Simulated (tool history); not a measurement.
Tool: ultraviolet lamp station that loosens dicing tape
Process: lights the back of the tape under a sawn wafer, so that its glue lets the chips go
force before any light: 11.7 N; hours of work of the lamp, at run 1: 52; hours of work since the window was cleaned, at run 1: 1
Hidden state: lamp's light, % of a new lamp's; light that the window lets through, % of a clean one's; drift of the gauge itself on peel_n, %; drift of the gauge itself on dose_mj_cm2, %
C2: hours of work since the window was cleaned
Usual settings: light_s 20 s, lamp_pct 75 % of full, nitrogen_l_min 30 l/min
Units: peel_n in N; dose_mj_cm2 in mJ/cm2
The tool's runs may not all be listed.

{"run": 1, "hour": 0.0, "light_s": 20, "lamp_pct": 75, "nitrogen_l_min": 30, "hours of work of the lamp": 52, "C2": 1, "peel_n": 1.316, "dose_mj_cm2": 244}
{"run": 2, "hour": 5.9, "light_s": 20, "lamp_pct": 75, "nitrogen_l_min": 30, "hours of work of the lamp": 55, "C2": 3, "peel_n": 1.352, "dose_mj_cm2": 242}
{"run": 3, "hour": 12.9, "light_s": 20, "lamp_pct": 75, "nitrogen_l_min": 30, "hours of work of the lamp": 58, "C2": 7, "peel_n": 1.306, "dose_mj_cm2": 241}
{"run": 4, "hour": 21.1, "light_s": 20, "lamp_pct": 75, "nitrogen_l_min": 30, "hours of work of the lamp": 62, "C2": 11, "peel_n": 1.355, "dose_mj_cm2": 241}
{"run": 5, "hour": 25.5, "light_s": 20, "lamp_pct": 75, "nitrogen_l_min": 30, "hours of work of the lamp": 65, "C2": 13, "peel_n": 1.333, "dose_mj_cm2": 237}
{"run": 6, "hour": 32.2, "light_s": 12, "lamp_pct": 75, "nitrogen_l_min": 30, "hours of work of the lamp": 68, "C2": 17, "peel_n": 3.109, "dose_mj_cm2": 146}
{"run": 7, "hour": 39.8, "light_s": 12, "lamp_pct": 75, "nitrogen_l_min": 30, "hours of work of the lamp": 72, "C2": 20, "peel_n": 3.12, "dose_mj_cm2": 141}
{"run": 8, "hour": 44.2, "light_s": 12, "lamp_pct": 75, "nitrogen_l_min": 30, "hours of work of the lamp": 74, "C2": 23, "peel_n": 3.202, "dose_mj_cm2": 144}
{"run": 9, "hour": 51.9, "light_s": 20, "lamp_pct": 75, "nitrogen_l_min": 30, "hours of work of the lamp": 78, "C2": 27, "peel_n": 1.346, "dose_mj_cm2": 239}
{"run": 10, "hour": 61.4, "light_s": 20, "lamp_pct": 75, "nitrogen_l_min": 30, "hours of work of the lamp": 83, "C2": 31, "peel_n": 1.4, "dose_mj_cm2": 233}
{"run": 11, "hour": 70.8, "light_s": 34, "lamp_pct": 75, "nitrogen_l_min": 30, "hours of work of the lamp": 87, "C2": 36, "peel_n": 0.351, "dose_mj_cm2": 401}
{"run": 12, "hour": 80.5, "light_s": 20, "lamp_pct": 75, "nitrogen_l_min": 30, "hours of work of the lamp": 92, "C2": 41, "peel_n": 1.373, "dose_mj_cm2": 227}
{"run": 13, "hour": 86.3, "light_s": 20, "lamp_pct": 96, "nitrogen_l_min": 30, "hours of work of the lamp": 95, "C2": 44, "peel_n": 0.803, "dose_mj_cm2": 297}
{"run": 14, "hour": 92.4, "light_s": 20, "lamp_pct": 75, "nitrogen_l_min": 30, "hours of work of the lamp": 98, "C2": 47, "peel_n": 1.431, "dose_mj_cm2": 231}
{"run": 15, "hour": 98.4, "light_s": 20, "lamp_pct": 75, "nitrogen_l_min": 30, "hours of work of the lamp": 101, "C2": 50, "peel_n": 1.445, "dose_mj_cm2": 237}
{"run": 16, "hour": 103.5, "light_s": 20, "lamp_pct": 75, "nitrogen_l_min": 30, "hours of work of the lamp": 104, "C2": 52, "peel_n": 1.422, "dose_mj_cm2": 231}
{"run": 17, "hour": 110.3, "light_s": 20, "lamp_pct": 75, "nitrogen_l_min": 30, "hours of work of the lamp": 107, "C2": 56, "peel_n": 1.43, "dose_mj_cm2": 233}
{"run": 18, "hour": 114.3, "light_s": 20, "lamp_pct": 75, "nitrogen_l_min": 30, "hours of work of the lamp": 109, "C2": 58, "peel_n": 1.329, "dose_mj_cm2": 233}
{"run": 19, "hour": 120.5, "light_s": 20, "lamp_pct": 75, "nitrogen_l_min": 30, "hours of work of the lamp": 112, "C2": 61, "peel_n": 1.421, "dose_mj_cm2": 231}
{"run": 20, "hour": 129.2, "light_s": 31, "lamp_pct": 79, "nitrogen_l_min": 30, "hours of work of the lamp": 116, "C2": 65, "peel_n": 0.44, "dose_mj_cm2": 374}
{"run": 21, "hour": 136.2, "light_s": 13, "lamp_pct": 64, "nitrogen_l_min": 12, "hours of work of the lamp": 120, "C2": 69, "peel_n": 5.095, "dose_mj_cm2": 124}
{"run": 22, "hour": 145.4, "light_s": 11, "lamp_pct": 64, "nitrogen_l_min": 22, "hours of work of the lamp": 125, "C2": 73, "peel_n": 4.833, "dose_mj_cm2": 109}
{"run": 23, "hour": 152.2, "light_s": 11, "lamp_pct": 64, "nitrogen_l_min": 24, "hours of work of the lamp": 128, "C2": 77, "peel_n": 4.557, "dose_mj_cm2": 107}
{"run": 24, "hour": 158.7, "light_s": 11, "lamp_pct": 97, "nitrogen_l_min": 30, "hours of work of the lamp": 131, "C2": 80, "peel_n": 2.699, "dose_mj_cm2": 158}
{"run": 25, "hour": 167.5, "light_s": 20, "lamp_pct": 75, "nitrogen_l_min": 17, "hours of work of the lamp": 136, "C2": 84, "peel_n": 2.167, "dose_mj_cm2": 227}
{"run": 26, "hour": 172.3, "light_s": 20, "lamp_pct": 76, "nitrogen_l_min": 30, "hours of work of the lamp": 138, "C2": 87, "peel_n": 1.43, "dose_mj_cm2": 225}
{"run": 27, "hour": 177.0, "light_s": 20, "lamp_pct": 84, "nitrogen_l_min": 60, "hours of work of the lamp": 140, "C2": 89, "peel_n": 0.715, "dose_mj_cm2": 256}

Forecast each of these 3 alternatives for the next run:
{"run": "A", "hour": 181.7, "light_s": 27, "lamp_pct": 84, "nitrogen_l_min": 31, "hours of work of the lamp": 143, "C2": 91, "peel_n": "?", "dose_mj_cm2": "?"}
{"run": "B", "hour": 181.7, "light_s": 25, "lamp_pct": 75, "nitrogen_l_min": 30, "hours of work of the lamp": 143, "C2": 91, "peel_n": "?", "dose_mj_cm2": "?"}
{"run": "C", "hour": 181.7, "light_s": 20, "lamp_pct": 80, "nitrogen_l_min": 30, "hours of work of the lamp": 143, "C2": 91, "peel_n": "?", "dose_mj_cm2": "?"}

run=A peel_n=0.53 dose_mj_cm2=345
run=B peel_n=0.897 dose_mj_cm2=284
run=C peel_n=1.292 dose_mj_cm2=240
Without the tool's hidden state the same runs would have given:
run=A peel_n=0.421 dose_mj_cm2=374
run=B peel_n=0.732 dose_mj_cm2=308
run=C peel_n=1.084 dose_mj_cm2=260

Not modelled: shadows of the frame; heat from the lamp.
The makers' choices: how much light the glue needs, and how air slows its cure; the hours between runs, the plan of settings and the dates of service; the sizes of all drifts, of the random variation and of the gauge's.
